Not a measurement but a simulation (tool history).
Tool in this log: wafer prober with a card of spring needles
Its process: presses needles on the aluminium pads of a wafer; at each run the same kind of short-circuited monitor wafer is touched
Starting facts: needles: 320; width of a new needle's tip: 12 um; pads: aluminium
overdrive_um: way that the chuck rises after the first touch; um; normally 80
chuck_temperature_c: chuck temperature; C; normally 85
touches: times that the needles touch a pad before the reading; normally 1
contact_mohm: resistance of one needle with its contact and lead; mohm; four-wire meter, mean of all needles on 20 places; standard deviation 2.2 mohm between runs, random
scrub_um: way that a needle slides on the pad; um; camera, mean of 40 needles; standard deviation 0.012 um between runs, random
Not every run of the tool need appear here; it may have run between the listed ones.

run    hour  overdrive_um  chuck_temperature_c  touches  contact_mohm  scrub_um
  1       0            80                   85        1           292     21.73
        8.7  -- tips cleaned on abrasive film
         32  -- tips cleaned on abrasive film
         57  -- tips cleaned on abrasive film
       83.5  -- tips cleaned on abrasive film
  2    91.6            80                   85        1           282     21.66
      107.1  -- tips cleaned on abrasive film
      133.1  -- tips cleaned on abrasive film
      133.4  -- height of the first contact set anew
  3   140.1            80                   85        1           284     21.82
      155.8  -- tips cleaned on abrasive film
      178.3  -- tips cleaned on abrasive film
  4   178.3            80                   96        1           267     21.79
      202.9  -- tips cleaned on abrasive film
      227.9  -- tips cleaned on abrasive film
  5   235.3            65                   85        1           291     17.66
      251.9  -- tips cleaned on abrasive film
      274.1  -- tips cleaned on abrasive film
  6   284.7            65                   85        1           298     17.63
      301.4  -- tips cleaned on abrasive film
      326.1  -- tips cleaned on abrasive film
  7   339.9            80                   85        1           289     21.69
      351.1  -- tips cleaned on abrasive film
      376.4  -- tips cleaned on abrasive film
      402.4  -- tips cleaned on abrasive film
      408.2  -- height of the first contact set anew
      425.5  -- tips cleaned on abrasive film
  8   425.5            80                   85        1           266      21.8
      452.1  -- tips cleaned on abrasive film
      476.6  -- tips cleaned on abrasive film
      501.6  -- tips cleaned on abrasive film
  9   509.9            80                   85        1           284     21.75
      524.9  -- tips cleaned on abrasive film
      549.7  -- tips cleaned on abrasive film
      576.5  -- tips cleaned on abrasive film
      598.7  -- tips cleaned on abrasive film
 10   601.4            80                   85        1           279     21.69
      623.6  -- tips cleaned on abrasive film
      651.3  -- tips cleaned on abrasive film
      675.7  -- tips cleaned on abrasive film
      678.4  -- height of the first contact set anew
 11   678.4            80                   85        1           275     21.81
      700.4  -- tips cleaned on abrasive film
      726.5  -- tips cleaned on abrasive film
      752.8  -- tips cleaned on abrasive film
 12   763.1            80                   85        1           282     21.78
      779.8  -- tips cleaned on abrasive film
      805.8  -- tips cleaned on abrasive film
        828  -- tips cleaned on abrasive film
 13   848.9            80                   85        1           296     21.72
      854.5  -- tips cleaned on abrasive film
      882.3  -- tips cleaned on abrasive film
 14   890.3            80                   85        1           288     21.68
      905.2  -- tips cleaned on abrasive film
      930.8  -- tips cleaned on abrasive film
      950.2  -- height of the first contact set anew
      954.1  -- tips cleaned on abrasive film
 15   954.1            61                   80        1           269     16.61
      976.9  -- tips cleaned on abrasive film
 16   992.2            61                   80        1           309     16.61
     1003.4  -- tips cleaned on abrasive film
       1030  -- tips cleaned on abrasive film
     1057.3  -- tips cleaned on abrasive film
     1079.5  -- tips cleaned on abrasive film
 17  1083.1            61                   80        1           285     16.53
     1104.8  -- tips cleaned on abrasive film
     1130.1  -- tips cleaned on abrasive film
     1156.9  -- tips cleaned on abrasive film
 18  1163.7            69                  115        1           293     18.63
     1179.4  -- tips cleaned on abrasive film
     1203.7  -- tips cleaned on abrasive film
     1225.2  -- height of the first contact set anew
     1230.8  -- tips cleaned on abrasive film
       1254  -- tips cleaned on abrasive film
 19    1254            90                   83        3           265      24.5
       1281  -- tips cleaned on abrasive film
     1307.2  -- tips cleaned on abrasive film
 20  1324.5            65                   85        3           282     17.69
     1330.1  -- tips cleaned on abrasive film
     1356.9  -- tips cleaned on abrasive film
     1383.3  -- tips cleaned on abrasive film
 21  1391.2            65                   85        3           273      17.6
     1409.5  -- tips cleaned on abrasive film
     1436.8  -- tips cleaned on abrasive film
     1462.5  -- tips cleaned on abrasive film
 22  1476.3            65                   85        3           281     17.56
     1486.1  -- tips cleaned on abrasive film
     1496.3  -- height of the first contact set anew
     1511.6  -- tips cleaned on abrasive film
     1537.8  -- tips cleaned on abrasive film
     1563.9  -- tips cleaned on abrasive film
 23  1566.8            65                   46        2           266     17.68
       1589  -- tips cleaned on abrasive film
     1611.2  -- tips cleaned on abrasive film
 24  1618.4            65                   46        2           268     17.64
       1634  -- tips cleaned on abrasive film
     1657.4  -- tips cleaned on abrasive film
 25  1670.4            91                   64        3           261     24.69
     1681.6  -- tips cleaned on abrasive film
     1707.7  -- tips cleaned on abrasive film
 26  1710.1            83                   54        1           263      22.5
     1731.8  -- tips cleaned on abrasive film
     1759.5  -- tips cleaned on abrasive film
     1770.9  -- height of the first contact set anew
 27    1776            71                   34        1           290     19.36

Predict each of these 3 candidate next runs independently; none follows another, all start after run 27:
     1787.1  -- tips cleaned on abrasive film
     1812.8  -- tips cleaned on abrasive film
  A  1828.6            76                   33        1             ?         ?
     1787.1  -- tips cleaned on abrasive film
     1812.8  -- tips cleaned on abrasive film
  B  1828.6            89                   85        3             ?         ?
     1787.1  -- tips cleaned on abrasive film
     1812.8  -- tips cleaned on abrasive film
  C  1828.6            80                   85        2             ?         ?

run  contact_mohm  scrub_um
  A           291     20.68
  B           267     24.23
  C           284     21.77
With the hidden condition removed and each run's random variation left untouched, the same runs would have given:
run  contact_mohm  scrub_um
  A           251     20.73
  B           258     24.28
  C           264     21.82

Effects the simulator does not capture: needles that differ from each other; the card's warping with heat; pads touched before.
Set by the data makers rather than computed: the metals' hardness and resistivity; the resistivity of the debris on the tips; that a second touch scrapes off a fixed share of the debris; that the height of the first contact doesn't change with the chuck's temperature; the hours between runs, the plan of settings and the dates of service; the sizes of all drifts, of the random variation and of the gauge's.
